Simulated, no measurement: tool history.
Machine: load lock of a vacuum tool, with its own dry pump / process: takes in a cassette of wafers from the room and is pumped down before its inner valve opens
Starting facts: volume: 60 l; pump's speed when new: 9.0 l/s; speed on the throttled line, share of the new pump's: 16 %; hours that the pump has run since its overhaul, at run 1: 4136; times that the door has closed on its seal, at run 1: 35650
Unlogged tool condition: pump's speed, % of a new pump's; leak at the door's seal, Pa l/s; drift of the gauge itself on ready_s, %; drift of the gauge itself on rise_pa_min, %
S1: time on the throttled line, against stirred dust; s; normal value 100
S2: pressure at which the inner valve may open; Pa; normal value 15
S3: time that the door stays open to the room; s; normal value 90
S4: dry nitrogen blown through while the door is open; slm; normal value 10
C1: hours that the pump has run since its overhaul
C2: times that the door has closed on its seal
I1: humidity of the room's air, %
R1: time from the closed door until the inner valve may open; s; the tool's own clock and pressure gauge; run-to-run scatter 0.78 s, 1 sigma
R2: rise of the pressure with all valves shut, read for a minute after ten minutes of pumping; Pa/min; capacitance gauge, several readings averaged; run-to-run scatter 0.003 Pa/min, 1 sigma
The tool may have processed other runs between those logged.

run 1 hour=0.0 | S1=100 S2=15 S3=90 S4=10 | C1=4136 C2=35650 | I1=48.6 | R1=143.4 R2=0.030
run 2 hour=184.5 | S1=100 S2=15 S3=90 S4=10 | C1=4321 C2=36204 | I1=46.8 | R1=144.0 R2=0.030
run 3 hour=440.9 | S1=100 S2=15 S3=54 S4=10 | C1=4577 C2=36975 | I1=45.7 | R1=142.1 R2=0.026
run 4 hour=693.2 | S1=100 S2=23 S3=90 S4=10 | C1=4830 C2=37733 | I1=41.3 | R1=140.3 R2=0.027
run 5 hour=1026.6 | S1=100 S2=15 S3=90 S4=10 | C1=5163 C2=38735 | I1=46.7 | R1=144.3 R2=0.026
run 6 hour=1359.6 | S1=100 S2=15 S3=90 S4=10 | C1=5496 C2=39736 | I1=45.1 | R1=142.4 R2=0.027
run 7 hour=1583.0 | S1=100 S2=15 S3=90 S4=10 | C1=5719 C2=40408 | I1=43.2 | R1=143.5 R2=0.025
run 8 hour=1928.4 | S1=100 S2=15 S3=112 S4=10 | C1=6065 C2=41446 | I1=41.6 | R1=143.0 R2=0.029
run 9 hour=2283.9 | S1=100 S2=14 S3=90 S4=10 | C1=6420 C2=42514 | I1=43.6 | R1=143.6 R2=0.024
run 10 hour=2516.5 | S1=100 S2=14 S3=90 S4=10 | C1=6653 C2=43213 | I1=46.0 | R1=144.0 R2=0.024
run 11 hour=2807.2 | S1=100 S2=14 S3=90 S4=10 | C1=6944 C2=44087 | I1=40.4 | R1=142.8 R2=0.022
run 12 hour=3072.3 | S1=100 S2=14 S3=90 S4=10 | C1=7209 C2=44884 | I1=46.8 | R1=143.9 R2=0.025
run 13 hour=3431.3 | S1=80 S2=15 S3=70 S4=10 | C1=7568 C2=45963 | I1=47.4 | R1=126.6 R2=0.027
run 14 hour=3695.7 | S1=100 S2=18 S3=57 S4=8 | C1=7832 C2=46758 | I1=44.2 | R1=143.0 R2=0.028
run 15 hour=3859.4 | S1=100 S2=18 S3=57 S4=8 | C1=7996 C2=47250 | I1=45.1 | R1=142.5 R2=0.025
run 16 hour=4209.0 | S1=100 S2=18 S3=57 S4=8 | C1=8345 C2=48300 | I1=46.5 | R1=143.4 R2=0.026
run 17 hour=4591.8 | S1=100 S2=17 S3=90 S4=30 | C1=8728 C2=49451 | I1=45.8 | R1=142.4 R2=0.020
run 18 hour=4850.3 | S1=59 S2=29 S3=207 S4=10 | C1=8987 C2=50228 | I1=45.8 | R1=104.2 R2=0.037
run 19 hour=5221.8 | S1=54 S2=11 S3=30 S4=12 | C1=9358 C2=51344 | I1=47.7 | R1=106.6 R2=0.025

Below are 4 alternative next runs, each starting from the tool's condition after run 19. Predict each:
run A hour=5580.8 | S1=100 S2=16 S3=90 S4=8 | C1=9717 C2=52424 | I1=46.7 | R1=? R2=?
run B hour=5580.8 | S1=54 S2=11 S3=30 S4=5 | C1=9717 C2=52424 | I1=46.1 | R1=? R2=?
run C hour=5580.8 | S1=100 S2=15 S3=61 S4=10 | C1=9717 C2=52424 | I1=44.8 | R1=? R2=?
run D hour=5580.8 | S1=98 S2=15 S3=90 S4=10 | C1=9717 C2=52424 | I1=45.9 | R1=? R2=?

run=A R1=142.0 R2=0.034
run=B R1=107.0 R2=0.023
run=C R1=143.9 R2=0.024
run=D R1=142.4 R2=0.028
Without the tool's hidden state the same runs would have given:
run=A R1=142.0 R2=0.032
run=B R1=107.0 R2=0.022
run=C R1=143.9 R2=0.022
run=D R1=142.3 R2=0.027
